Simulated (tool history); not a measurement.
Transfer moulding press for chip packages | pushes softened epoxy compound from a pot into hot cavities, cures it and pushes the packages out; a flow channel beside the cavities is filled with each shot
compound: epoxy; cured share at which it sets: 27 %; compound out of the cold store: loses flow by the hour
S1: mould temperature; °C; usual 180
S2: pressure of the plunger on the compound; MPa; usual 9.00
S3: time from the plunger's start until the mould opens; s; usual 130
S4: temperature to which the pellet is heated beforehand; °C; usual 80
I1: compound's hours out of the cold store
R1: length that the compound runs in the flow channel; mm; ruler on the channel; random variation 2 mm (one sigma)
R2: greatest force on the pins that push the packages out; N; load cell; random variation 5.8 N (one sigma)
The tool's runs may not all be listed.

run	day	S1	S2	S3	S4	I1	R1	R2
1	0.000	180	9.00	130	80	34.4	499	297
# day 0.204: cavities cleaned with cleaning compound and waxed
# day 0.800: mould's thermocouples calibrated
2	1.029	180	9.00	130	80	42.6	476	241
3	2.004	180	9.00	130	80	34.0	501	267
4	3.162	176	9.00	130	80	13.2	574	401
5	4.004	183	9.00	130	80	16.5	548	288
# day 4.508: cavities cleaned with cleaning compound and waxed
6	5.054	183	9.00	130	80	11.8	563	209
7	6.221	183	9.00	130	80	30.2	502	240
8	6.854	183	9.00	130	80	19.2	534	265
9	7.679	183	9.00	130	80	37.0	481	269
10	8.629	183	9.00	130	80	20.2	529	296
# day 8.746: cavities cleaned with cleaning compound and waxed
11	9.354	183	9.00	130	80	41.6	468	218
12	10.225	183	9.00	130	80	16.6	541	240
13	10.825	180	9.00	130	80	45.9	456	275
14	11.321	180	9.00	130	80	24.8	517	291

Forecast run 15:
15	11.962	180	8.12	130	80	42.0	?	?

R1: 447 mm
R2: 306 N
Without the tool's hidden state the same run would have given R1 468 mm, R2 204 N.
